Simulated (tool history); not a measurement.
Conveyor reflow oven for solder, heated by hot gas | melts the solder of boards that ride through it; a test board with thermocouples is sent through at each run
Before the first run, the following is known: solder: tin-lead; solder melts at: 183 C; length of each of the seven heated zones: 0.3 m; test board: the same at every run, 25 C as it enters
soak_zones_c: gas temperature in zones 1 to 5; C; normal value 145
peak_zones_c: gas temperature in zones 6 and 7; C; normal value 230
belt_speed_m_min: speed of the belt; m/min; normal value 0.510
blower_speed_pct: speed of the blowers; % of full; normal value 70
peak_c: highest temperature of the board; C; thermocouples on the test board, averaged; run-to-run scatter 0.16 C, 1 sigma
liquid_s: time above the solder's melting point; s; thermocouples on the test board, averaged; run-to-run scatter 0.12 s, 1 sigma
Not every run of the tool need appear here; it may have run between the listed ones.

run	hour	soak_zones_c	peak_zones_c	belt_speed_m_min	blower_speed_pct	peak_c	liquid_s
1	0.0	145	230	0.510	70	211.1	50.1
2	10.1	145	230	0.510	70	211.2	49.9
3	17.1	145	230	0.510	78	212.7	51.5
4	24.0	145	230	0.510	78	212.5	51.3
5	32.5	145	230	0.510	78	212.4	51.6
6	43.8	145	220	0.510	78	204.1	43.5
7	55.0	145	220	0.510	78	204.3	43.6
8	61.4	145	220	0.510	78	204.1	43.7
9	69.8	145	220	0.510	78	204.1	43.5
10	78.0	145	220	0.510	78	203.7	43.5
11	85.4	145	220	0.510	78	204.2	43.4
12	95.3	145	220	0.510	78	203.7	43.2
# hour 100.0: belt drive overhauled, speed set with a stopwatch
13	111.0	145	232	0.510	70	212.5	51.3
# hour 124.1: flux residue cleaned out of gas plates and filters
14	124.2	145	232	0.510	70	213.7	52.2
15	134.9	145	232	0.510	70	213.4	52.4
16	145.8	145	232	0.510	70	213.2	52.1
17	151.7	146	237	0.446	70	221.9	67.6
18	160.1	146	237	0.446	70	221.9	67.9
# hour 165.8: belt drive overhauled, speed set with a stopwatch, once more
19	170.3	145	225	0.510	61	205.3	43.7
20	178.2	145	225	0.510	61	205.1	43.3
21	187.8	138	230	0.510	66	208.7	44.7
22	195.8	145	225	0.586	74	203.1	35.4
23	206.6	152	230	0.510	77	213.7	55.0
24	216.3	152	230	0.510	77	213.5	54.8
25	227.9	152	230	0.510	77	213.4	54.8
26	237.5	148	227	0.510	60	206.9	46.5
27	249.4	132	224	0.490	60	202.2	37.5
28	261.3	145	229	0.507	89	213.2	52.4
29	268.8	145	229	0.507	73	210.5	49.7
30	275.6	145	237	0.472	58	216.4	58.5
31	281.2	145	237	0.472	58	216.5	58.2

Some steps in peak_c between neighbouring runs. How much of each would the tool show without its hidden state too (settings, what came in, random variation), and how much is left for the hidden state, with any gauge scatter that isn't in both results?
What the log doesn't record here: heat that the gas passes to the board, % of a clean oven's; belt's true speed, % of the reading; true gas temperature in zones 6 and 7 over the reading, C; drift of the gauge itself on peak_c, C; drift of the gauge itself on liquid_s, %.
Run 13 -> 14: flux residue cleaned out of gas plates and filters. peak_c +1.2 C: hidden state +1.0, all else +0.2.
Run 18 -> 19: soak_zones_c 146 -> 145, peak_zones_c 237 -> 225, belt_speed_m_min 0.446 -> 0.510, blower_speed_pct 70 -> 61, belt drive overhauled, speed set with a stopwatch, once more. peak_c -16.6 C: hidden state -0.4, all else -16.2.
Run 22 -> 23: soak_zones_c 145 -> 152, peak_zones_c 225 -> 230, belt_speed_m_min 0.586 -> 0.510, blower_speed_pct 74 -> 77. peak_c +10.6 C: hidden state +0.1, all else +10.5.
Run 23 -> 24: no setting touched and nothing written in the log between the runs. peak_c -0.2 C: hidden state -0.2, all else +0.0.
Run 27 -> 28: soak_zones_c 132 -> 145, peak_zones_c 224 -> 229, belt_speed_m_min 0.490 -> 0.507, blower_speed_pct 60 -> 89. peak_c +11.0 C: hidden state +0.0, all else +11.0.
